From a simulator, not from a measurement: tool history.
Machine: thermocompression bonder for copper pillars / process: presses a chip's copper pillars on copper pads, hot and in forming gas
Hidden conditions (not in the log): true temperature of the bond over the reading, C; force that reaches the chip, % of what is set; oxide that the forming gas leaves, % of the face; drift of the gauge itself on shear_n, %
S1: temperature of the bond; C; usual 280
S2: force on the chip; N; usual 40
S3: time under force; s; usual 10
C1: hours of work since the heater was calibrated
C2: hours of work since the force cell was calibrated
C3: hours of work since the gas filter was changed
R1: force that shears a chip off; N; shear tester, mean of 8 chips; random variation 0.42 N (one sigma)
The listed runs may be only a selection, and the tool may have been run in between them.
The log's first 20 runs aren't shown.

run	hour	S1	S2	S3	C1	C2	C3	R1
21	358.6	255	40	6	953	514	19	32.9
22	369.1	255	40	6	959	520	25	33.1
23	388.8	255	40	6	971	532	37	33.4
24	411.8	283	35	5	986	547	51	38.7
25	434.7	272	52	12	1000	561	66	57.8
26	444.8	272	52	12	1006	567	72	57.2
27	457.8	253	40	12	1014	575	80	42.0
# hour 461.9: heater calibrated with a thermocouple chip
28	478.8	304	57	10	10	587	92	65.5
29	500.1	304	57	10	24	600	105	65.3
30	522.6	268	37	10	38	614	119	38.2
31	545.3	268	33	13	52	628	133	39.4
# hour 559.3: heater calibrated with a thermocouple chip, once more
32	570.0	268	33	13	7	642	147	50.9
33	594.3	304	53	7	22	657	162	67.7
34	612.3	280	34	12	33	668	173	54.4
35	626.7	280	27	12	42	677	182	48.4
36	642.6	280	59	5	52	687	192	55.6
37	655.2	280	48	14	59	695	200	65.8
38	666.6	280	48	14	66	702	207	66.4
39	680.1	280	48	9	75	710	215	59.4

3 ways to go on from here, each from the tool as it stands after run 39. What would each give?
A	693.2	280	40	28	83	718	223	?
B	693.2	286	51	7	83	718	223	?
C	693.2	270	57	17	83	718	223	?

run	R1
A	72.0
B	58.9
C	69.1
Without the tool's unlogged condition, the same runs would have read:
run	R1
A	74.6
B	61.2
C	71.6
